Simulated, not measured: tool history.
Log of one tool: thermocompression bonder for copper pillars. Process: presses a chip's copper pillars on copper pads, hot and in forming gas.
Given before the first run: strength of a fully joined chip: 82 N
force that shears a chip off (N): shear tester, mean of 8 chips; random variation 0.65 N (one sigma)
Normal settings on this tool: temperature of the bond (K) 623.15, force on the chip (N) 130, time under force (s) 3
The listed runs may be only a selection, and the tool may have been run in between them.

run,hour,temperature of the bond (K),force on the chip (N),time under force (s),force that shears a chip off (N)
1,0.0,623.15,130,3,40.1
2,6.3,623.15,130,3,41.0
3,17.3,623.15,130,2,35.2
4,29.3,623.15,130,2,33.9
5,39.9,623.15,130,2,35.6
6,48.1,604.15,130,2,27.5
7,59.2,604.15,130,2,27.0
8,64.9,623.15,130,3,41.5
9,70.6,623.15,130,3,40.2
10,82.6,623.15,130,3,41.9
11,94.4,623.15,130,3,41.7
12,103.9,623.15,130,3,41.4
13,112.0,635.15,130,2,40.6
14,118.0,635.15,130,2,41.0
15,129.8,623.15,167,8,63.8
16,137.8,652.15,130,3,54.6
17,143.9,622.15,122,3,38.1
18,154.6,622.15,149,2,39.7
19,163.9,622.15,149,2,39.7
20,173.0,603.15,82,7,27.8
21,179.5,614.15,131,3,37.7
22,185.1,614.15,131,3,37.0
23,193.0,599.15,130,2,25.7

What if the next run were any one of these 4? Each begins from the tool's condition after run 23:
A,201.2,610.15,130,3,?
B,201.2,638.15,192,7,?
C,201.2,629.15,83,2,?
D,201.2,621.15,101,2,?

run,force that shears a chip off (N)
A,35.3
B,71.2
C,24.4
D,26.9
Stripped of hidden state, with their random variation kept, the same runs would have yielded:
run,force that shears a chip off (N)
A,35.8
B,71.8
C,24.7
D,27.2
